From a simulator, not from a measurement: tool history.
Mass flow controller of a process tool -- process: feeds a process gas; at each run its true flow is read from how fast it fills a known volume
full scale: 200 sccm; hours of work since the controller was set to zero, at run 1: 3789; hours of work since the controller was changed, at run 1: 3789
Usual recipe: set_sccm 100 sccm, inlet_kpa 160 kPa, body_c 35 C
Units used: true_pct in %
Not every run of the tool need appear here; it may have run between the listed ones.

| run | day | set_sccm | inlet_kpa | body_c | hours of work since the controller was set to zero | hours of work since the controller was changed | true_pct |
|---|---|---|---|---|---|---|---|
| 1 | 0 | 100 | 160 | 35 | 3789 | 3789 | 98.72 |
| 2 | 10.754 | 32 | 160 | 35 | 3908 | 3908 | 95.47 |
| 3 | 20.917 | 100 | 160 | 35 | 4020 | 4020 | 98.79 |
| 4 | 29.367 | 100 | 254 | 35 | 4114 | 4114 | 98.92 |
| 5 | 35.171 | 100 | 254 | 35 | 4178 | 4178 | 99.1 |
| 6 | 45.221 | 100 | 160 | 35 | 4289 | 4289 | 98.91 |
| 7 | 51.967 | 100 | 160 | 35 | 4364 | 4364 | 98.94 |
| 8 | 60.2 | 100 | 160 | 22 | 4455 | 4455 | 100.64 |
| 9 | 74.112 | 100 | 160 | 35 | 4609 | 4609 | 98.99 |
| 10 | 86.533 | 167 | 212 | 35 | 4746 | 4746 | 100.71 |

Run 11 comes next. What will it give?
| 11 | 95.729 | 38 | 160 | 40 | 4848 | 4848 | ? |

true_pct: 95.57 %
Were there no unlogged condition in the tool, this run, its random variation unchanged, would have produced true_pct 95.78 %.
